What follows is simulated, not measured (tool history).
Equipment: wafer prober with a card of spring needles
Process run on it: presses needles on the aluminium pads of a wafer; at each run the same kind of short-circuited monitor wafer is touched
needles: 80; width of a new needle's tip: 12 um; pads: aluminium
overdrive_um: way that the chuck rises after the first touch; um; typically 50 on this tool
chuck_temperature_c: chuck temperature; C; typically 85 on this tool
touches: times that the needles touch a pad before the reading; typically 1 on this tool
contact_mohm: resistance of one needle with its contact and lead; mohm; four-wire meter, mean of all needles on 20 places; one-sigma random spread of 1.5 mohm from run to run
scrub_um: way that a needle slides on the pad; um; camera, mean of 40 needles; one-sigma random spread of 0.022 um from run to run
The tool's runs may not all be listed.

Run 1, hour 0.0: usual settings. Result: contact_mohm 241 mohm, scrub_um 11.64 um.
At hour 8.4: tips cleaned on abrasive film.
At hour 16.7: tips cleaned on abrasive film.
Run 2, hour 23.7: usual settings. Result: contact_mohm 256 mohm, scrub_um 11.58 um.
At hour 25.2: tips cleaned on abrasive film.
At hour 34.1: tips cleaned on abrasive film.
At hour 41.9: tips cleaned on abrasive film.
Run 3, hour 43.1: usual settings. Result: contact_mohm 244 mohm, scrub_um 11.56 um.
At hour 50.3: tips cleaned on abrasive film.
At hour 58.7: tips cleaned on abrasive film.
Run 4, hour 59.9: usual settings. Result: contact_mohm 246 mohm, scrub_um 11.54 um.
At hour 66.7: tips cleaned on abrasive film.
At hour 74.7: tips cleaned on abrasive film.
At hour 79.6: tips cleaned on abrasive film, once more.
Run 5, hour 85.7: usual settings. Result: contact_mohm 254 mohm, scrub_um 11.51 um.
At hour 87.2: tips cleaned on abrasive film.
At hour 95.4: tips cleaned on abrasive film.
At hour 103.6: tips cleaned on abrasive film.
Run 6, hour 103.6: usual settings. Result: contact_mohm 244 mohm, scrub_um 11.43 um.
At hour 111.9: tips cleaned on abrasive film.
At hour 120.3: tips cleaned on abrasive film.
Run 7, hour 124.8: usual settings. Result: contact_mohm 252 mohm, scrub_um 11.43 um.
At hour 128.6: tips cleaned on abrasive film.
At hour 137.4: tips cleaned on abrasive film.
At hour 137.7: height of the first contact set anew.
Run 8, hour 139.3: usual settings. Result: contact_mohm 245 mohm, scrub_um 11.69 um.
At hour 146.5: tips cleaned on abrasive film.
Run 9, hour 153.1: usual settings. Result: contact_mohm 252 mohm, scrub_um 11.71 um.
At hour 155.0: tips cleaned on abrasive film.
At hour 163.0: tips cleaned on abrasive film.
At hour 171.4: tips cleaned on abrasive film.
Run 10, hour 171.4: usual settings. Result: contact_mohm 241 mohm, scrub_um 11.71 um.
At hour 179.1: tips cleaned on abrasive film.
At hour 187.6: tips cleaned on abrasive film.
At hour 196.4: tips cleaned on abrasive film.
Run 11, hour 197.8: usual settings but chuck_temperature_c 47 C. Result: contact_mohm 239 mohm, scrub_um 11.64 um.
At hour 204.0: tips cleaned on abrasive film.
Run 12, hour 209.1: usual settings but overdrive_um 66 um, chuck_temperature_c 47 C. Result: contact_mohm 238 mohm, scrub_um 15.39 um.
At hour 212.7: tips cleaned on abrasive film.
At hour 220.2: tips cleaned on abrasive film.
Run 13, hour 224.9: usual settings but overdrive_um 66 um, chuck_temperature_c 47 C, touches 2. Result: contact_mohm 234 mohm, scrub_um 15.39 um.
At hour 228.4: tips cleaned on abrasive film.
At hour 236.9: tips cleaned on abrasive film.
Run 14, hour 241.2: usual settings. Result: contact_mohm 252 mohm, scrub_um 11.59 um.
At hour 246.2: tips cleaned on abrasive film.
Run 15, hour 252.1: usual settings. Result: contact_mohm 253 mohm, scrub_um 11.55 um.
At hour 254.0: tips cleaned on abrasive film.
At hour 261.8: tips cleaned on abrasive film.
At hour 269.8: tips cleaned on abrasive film.
Run 16, hour 277.0: usual settings but overdrive_um 68 um, chuck_temperature_c 37 C. Result: contact_mohm 237 mohm, scrub_um 15.75 um.
At hour 278.9: tips cleaned on abrasive film.
At hour 288.2: tips cleaned on abrasive film.
At hour 296.7: tips cleaned on abrasive film.
Run 17, hour 298.9: usual settings but overdrive_um 58 um, chuck_temperature_c 115 C, touches 2. Result: contact_mohm 250 mohm, scrub_um 13.43 um.
At hour 305.2: tips cleaned on abrasive film.
At hour 313.2: tips cleaned on abrasive film.
Run 18, hour 313.7: usual settings but chuck_temperature_c 78 C. Result: contact_mohm 242 mohm, scrub_um 11.46 um.
At hour 321.8: tips cleaned on abrasive film.
At hour 330.4: tips cleaned on abrasive film.
Run 19, hour 332.6: usual settings but overdrive_um 62 um, chuck_temperature_c 78 C, touches 2. Result: contact_mohm 239 mohm, scrub_um 14.25 um.
At hour 338.2: tips cleaned on abrasive film.
At hour 346.0: tips cleaned on abrasive film.
At hour 346.3: height of the first contact set anew.
Run 20, hour 352.4: usual settings but overdrive_um 56 um, chuck_temperature_c 118 C. Result: contact_mohm 255 mohm, scrub_um 13.15 um.
At hour 355.5: tips cleaned on abrasive film.
At hour 364.2: tips cleaned on abrasive film.
Run 21, hour 364.2: usual settings but overdrive_um 56 um, chuck_temperature_c 118 C. Result: contact_mohm 250 mohm, scrub_um 13.12 um.
At hour 372.1: tips cleaned on abrasive film.
Run 22, hour 377.7: usual settings but overdrive_um 43 um, chuck_temperature_c 52 C. Result: contact_mohm 251 mohm, scrub_um 10.06 um.
At hour 379.7: tips cleaned on abrasive film.
At hour 387.9: tips cleaned on abrasive film.
Run 23, hour 393.4: usual settings but overdrive_um 43 um, chuck_temperature_c 33 C. Result: contact_mohm 246 mohm, scrub_um 10.06 um.
At hour 396.6: tips cleaned on abrasive film.
At hour 405.2: tips cleaned on abrasive film.
Run 24, hour 407.2: usual settings but chuck_temperature_c 44 C. Result: contact_mohm 237 mohm, scrub_um 11.67 um.
At hour 414.0: tips cleaned on abrasive film.
Run 25, hour 418.2: usual settings but overdrive_um 43 um, chuck_temperature_c 71 C, touches 2. Result: contact_mohm 245 mohm, scrub_um 9.98 um.
At hour 423.1: tips cleaned on abrasive film.
At hour 432.0: tips cleaned on abrasive film.
Run 26, hour 435.1: usual settings but overdrive_um 48 um. Result: contact_mohm 253 mohm, scrub_um 11.14 um.
At hour 440.7: tips cleaned on abrasive film.
At hour 449.4: tips cleaned on abrasive film.
At hour 458.0: tips cleaned on abrasive film.
Run 27, hour 460.2: usual settings but overdrive_um 44 um, chuck_temperature_c 31 C, touches 2. Result: contact_mohm 235 mohm, scrub_um 10.17 um.
At hour 465.5: tips cleaned on abrasive film.
At hour 474.2: tips cleaned on abrasive film.
Run 28, hour 478.1: usual settings but overdrive_um 44 um, chuck_temperature_c 31 C, touches 2. Result: contact_mohm 234 mohm, scrub_um 10.15 um.

What would each run have given without the hidden state, its run-to-run variation left as it was?
Unlogged tool condition in this case: debris on the tips, nm; way that the needles fall short of the set height, um; tips' diameter, um; drift of the gauge itself on contact_mohm, %; drift of the gauge itself on scrub_um, %.
run  contact_mohm  scrub_um
  1           239     11.75
  2           241     11.72
  3           240     11.74
  4           241     11.74
  5           242     11.74
  6           242     11.70
  7           241     11.72
  8           240     11.69
  9           240     11.72
 10           239     11.75
 11           233     11.72
 12           231     15.48
 13           230     15.51
 14           241     11.74
 15           240     11.71
 16           228     15.94
 17           247     13.66
 18           239     11.72
 19           236     14.53
 20           245     13.15
 21           249     13.14
 22           234     10.09
 23           230     10.11
 24           230     11.76
 25           237     10.07
 26           243     11.26
 27           229     10.32
 28           226     10.33
